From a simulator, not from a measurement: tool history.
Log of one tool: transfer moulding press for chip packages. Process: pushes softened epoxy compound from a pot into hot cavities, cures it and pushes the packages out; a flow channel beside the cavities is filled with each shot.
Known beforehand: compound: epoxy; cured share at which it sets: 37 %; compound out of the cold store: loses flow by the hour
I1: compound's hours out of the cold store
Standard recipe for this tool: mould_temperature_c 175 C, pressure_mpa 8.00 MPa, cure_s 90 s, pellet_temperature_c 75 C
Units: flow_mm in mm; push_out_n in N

run 1 hour=0.0 | mould_temperature_c=175 pressure_mpa=8.00 cure_s=90 pellet_temperature_c=75 | I1=22.7 | flow_mm=780 push_out_n=260
run 2 hour=57.6 | mould_temperature_c=175 pressure_mpa=8.00 cure_s=90 pellet_temperature_c=75 | I1=47.3 | flow_mm=711 push_out_n=252
run 3 hour=86.7 | mould_temperature_c=175 pressure_mpa=8.00 cure_s=78 pellet_temperature_c=75 | I1=35.7 | flow_mm=737 push_out_n=302
run 4 hour=134.1 | mould_temperature_c=175 pressure_mpa=8.00 cure_s=90 pellet_temperature_c=77 | I1=35.8 | flow_mm=748 push_out_n=250
run 5 hour=176.1 | mould_temperature_c=175 pressure_mpa=8.00 cure_s=90 pellet_temperature_c=69 | I1=43.4 | flow_mm=703 push_out_n=250
run 6 hour=230.1 | mould_temperature_c=175 pressure_mpa=8.00 cure_s=90 pellet_temperature_c=75 | I1=24.6 | flow_mm=777 push_out_n=265
run 7 hour=290.9 | mould_temperature_c=175 pressure_mpa=8.00 cure_s=90 pellet_temperature_c=75 | I1=9.8 | flow_mm=821 push_out_n=268
run 8 hour=338.4 | mould_temperature_c=175 pressure_mpa=8.71 cure_s=90 pellet_temperature_c=75 | I1=30.3 | flow_mm=792 push_out_n=256
run 9 hour=372.9 | mould_temperature_c=175 pressure_mpa=8.71 cure_s=90 pellet_temperature_c=75 | I1=26.8 | flow_mm=801 push_out_n=254
run 10 hour=400.4 | mould_temperature_c=175 pressure_mpa=8.71 cure_s=90 pellet_temperature_c=75 | I1=47.1 | flow_mm=744 push_out_n=250
run 11 hour=434.8 | mould_temperature_c=175 pressure_mpa=8.00 cure_s=90 pellet_temperature_c=75 | I1=36.3 | flow_mm=741 push_out_n=260
run 12 hour=490.2 | mould_temperature_c=170 pressure_mpa=8.00 cure_s=90 pellet_temperature_c=75 | I1=10.2 | flow_mm=840 push_out_n=399
run 13 hour=518.5 | mould_temperature_c=175 pressure_mpa=8.00 cure_s=76 pellet_temperature_c=75 | I1=20.5 | flow_mm=788 push_out_n=362
run 14 hour=568.2 | mould_temperature_c=180 pressure_mpa=8.00 cure_s=90 pellet_temperature_c=66 | I1=13.9 | flow_mm=789 push_out_n=213
run 15 hour=632.0 | mould_temperature_c=175 pressure_mpa=8.00 cure_s=90 pellet_temperature_c=85 | I1=33.6 | flow_mm=754 push_out_n=258
run 16 hour=680.0 | mould_temperature_c=170 pressure_mpa=6.09 cure_s=93 pellet_temperature_c=79 | I1=21.1 | flow_mm=702 push_out_n=334
run 17 hour=708.4 | mould_temperature_c=176 pressure_mpa=6.09 cure_s=124 pellet_temperature_c=79 | I1=30.9 | flow_mm=656 push_out_n=198
run 18 hour=749.3 | mould_temperature_c=169 pressure_mpa=6.96 cure_s=110 pellet_temperature_c=81 | I1=19.8 | flow_mm=743 push_out_n=262
run 19 hour=781.9 | mould_temperature_c=175 pressure_mpa=8.32 cure_s=90 pellet_temperature_c=78 | I1=44.1 | flow_mm=733 push_out_n=244
run 20 hour=813.5 | mould_temperature_c=175 pressure_mpa=8.00 cure_s=71 pellet_temperature_c=68 | I1=14.2 | flow_mm=795 push_out_n=440
run 21 hour=870.1 | mould_temperature_c=182 pressure_mpa=8.00 cure_s=83 pellet_temperature_c=72 | I1=10.2 | flow_mm=790 push_out_n=225
run 22 hour=913.0 | mould_temperature_c=175 pressure_mpa=7.13 cure_s=90 pellet_temperature_c=75 | I1=14.4 | flow_mm=776 push_out_n=256
run 23 hour=963.5 | mould_temperature_c=175 pressure_mpa=9.60 cure_s=106 pellet_temperature_c=75 | I1=30.7 | flow_mm=836 push_out_n=208
run 24 hour=1014.1 | mould_temperature_c=169 pressure_mpa=8.33 cure_s=85 pellet_temperature_c=71 | I1=38.8 | flow_mm=761 push_out_n=427
run 25 hour=1072.2 | mould_temperature_c=181 pressure_mpa=8.00 cure_s=90 pellet_temperature_c=72 | I1=35.1 | flow_mm=730 push_out_n=216
run 26 hour=1117.4 | mould_temperature_c=175 pressure_mpa=8.00 cure_s=90 pellet_temperature_c=72 | I1=21.5 | flow_mm=779 push_out_n=261

Removed from this log: 22 entries logged between the listed runs. Between which two listed runs does each belong, and how does the tool's hidden state at the listed run before it compare with that at the listed run after it?
In the gap between runs 1 and 2: cavities cleaned with cleaning compound and waxed (hour 13.7)
  pressure that reaches the compound, % of what is set: 99.53 -> 99.43
  measured less the result without the state, push_out_n: +4 -> +4 N
In the gap between runs 2 and 3: cavities cleaned with cleaning compound and waxed (hour 74.4)
  pressure that reaches the compound, % of what is set: 99.43 -> 99.39; grip of the stained cavities, % over clean ones': 1.7 -> 0.8
  measured less the result without the state, push_out_n: +4 -> +2 N
In the gap between runs 3 and 4: plunger's sealing rings changed (hour 112.3)
  pressure that reaches the compound, % of what is set: 99.39 -> 99.96; grip of the stained cavities, % over clean ones': 0.8 -> 1.8
  measured less the result without the state, push_out_n: +2 -> +4 N
In the gap between runs 4 and 5: cavities cleaned with cleaning compound and waxed (hour 139.2)
  pressure that reaches the compound, % of what is set: 99.96 -> 99.89; grip of the stained cavities, % over clean ones': 1.8 -> 1.5
  measured less the result without the state, push_out_n: +4 -> +3 N
In the gap between runs 5 and 6: cavities cleaned with cleaning compound and waxed (hour 203.1)
  true mould temperature over the reading, C: 0.02 -> 0.03; pressure that reaches the compound, % of what is set: 99.89 -> 99.79; grip of the stained cavities, % over clean ones': 1.5 -> 1.4
  measured less the result without the state, push_out_n: +3 -> +3 N
In the gap between runs 6 and 7: cavities cleaned with cleaning compound and waxed (hour 267.0)
  pressure that reaches the compound, % of what is set: 99.79 -> 99.69; grip of the stained cavities, % over clean ones': 1.4 -> 1.3
  measured less the result without the state, push_out_n: +3 -> +3 N
In the gap between runs 7 and 8: cavities cleaned with cleaning compound and waxed (hour 329.5)
  pressure that reaches the compound, % of what is set: 99.69 -> 99.6; grip of the stained cavities, % over clean ones': 1.3 -> 0.6
  measured less the result without the state, push_out_n: +3 -> +1 N
In the gap between runs 9 and 10: cavities cleaned with cleaning compound and waxed (hour 393.4)
  pressure that reaches the compound, % of what is set: 99.53 -> 99.48; grip of the stained cavities, % over clean ones': 1.7 -> 0.7
  measured less the result without the state, push_out_n: +4 -> +2 N
In the gap between runs 11 and 12: cavities cleaned with cleaning compound and waxed (hour 454.1); plunger's sealing rings changed (hour 469.5)
  pressure that reaches the compound, % of what is set: 99.43 -> 99.96; grip of the stained cavities, % over clean ones': 1.7 -> 1.5
  measured less the result without the state, push_out_n: +4 -> +5 N
In the gap between runs 12 and 13: cavities cleaned with cleaning compound and waxed (hour 518.5)
  pressure that reaches the compound, % of what is set: 99.96 -> 99.91; grip of the stained cavities, % over clean ones': 1.5 -> 0
  measured less the result without the state, push_out_n: +5 -> -1 N
In the gap between runs 13 and 14: mould's thermocouples calibrated (hour 568.2)
  true mould temperature over the reading, C: 0.04 -> 0.01; pressure that reaches the compound, % of what is set: 99.91 -> 99.82; grip of the stained cavities, % over clean ones': 0 -> 1.7
  measured less the result without the state, push_out_n: -1 -> +4 N
In the gap between runs 14 and 15: cavities cleaned with cleaning compound and waxed (hour 582.7)
  pressure that reaches the compound, % of what is set: 99.82 -> 99.71
  measured less the result without the state, push_out_n: +4 -> +4 N
In the gap between runs 15 and 16: cavities cleaned with cleaning compound and waxed (hour 645.5)
  true mould temperature over the reading, C: 0.01 -> 0.02; pressure that reaches the compound, % of what is set: 99.71 -> 99.63; grip of the stained cavities, % over clean ones': 1.7 -> 1.5
  measured less the result without the state, push_out_n: +4 -> +4 N
In the gap between runs 16 and 17: cavities cleaned with cleaning compound and waxed (hour 707.4)
  pressure that reaches the compound, % of what is set: 99.63 -> 99.58; grip of the stained cavities, % over clean ones': 1.5 -> 0.1
  measured less the result without the state, push_out_n: +4 -> +0 N
In the gap between runs 18 and 19: cavities cleaned with cleaning compound and waxed (hour 770.6)
  pressure that reaches the compound, % of what is set: 99.51 -> 99.46; grip of the stained cavities, % over clean ones': 1.7 -> 0.8
  measured less the result without the state, push_out_n: +4 -> +2 N
In the gap between runs 20 and 21: plunger's sealing rings changed (hour 827.2); cavities cleaned with cleaning compound and waxed (hour 837.2)
  true mould temperature over the reading, C: 0.02 -> 0.03; pressure that reaches the compound, % of what is set: 99.4 -> 99.93; grip of the stained cavities, % over clean ones': 1.7 -> 1.5
  measured less the result without the state, push_out_n: +7 -> +3 N
In the gap between runs 21 and 22: cavities cleaned with cleaning compound and waxed (hour 901.0)
  pressure that reaches the compound, % of what is set: 99.93 -> 99.85; grip of the stained cavities, % over clean ones': 1.5 -> 0.9
  measured less the result without the state, push_out_n: +3 -> +2 N
In the gap between runs 22 and 23: cavities cleaned with cleaning compound and waxed (hour 961.8)
  pressure that reaches the compound, % of what is set: 99.85 -> 99.77; grip of the stained cavities, % over clean ones': 0.9 -> 0.1
  measured less the result without the state, push_out_n: +2 -> +0 N
In the gap between runs 24 and 25: cavities cleaned with cleaning compound and waxed (hour 1027.0)
  pressure that reaches the compound, % of what is set: 99.67 -> 99.56; grip of the stained cavities, % over clean ones': 1.8 -> 1.7
  measured less the result without the state, push_out_n: +7 -> +4 N
In the gap between runs 25 and 26: cavities cleaned with cleaning compound and waxed (hour 1088.3)
  true mould temperature over the reading, C: 0.03 -> 0.04; pressure that reaches the compound, % of what is set: 99.56 -> 99.48; grip of the stained cavities, % over clean ones': 1.7 -> 1.4
  measured less the result without the state, push_out_n: +4 -> +3 N

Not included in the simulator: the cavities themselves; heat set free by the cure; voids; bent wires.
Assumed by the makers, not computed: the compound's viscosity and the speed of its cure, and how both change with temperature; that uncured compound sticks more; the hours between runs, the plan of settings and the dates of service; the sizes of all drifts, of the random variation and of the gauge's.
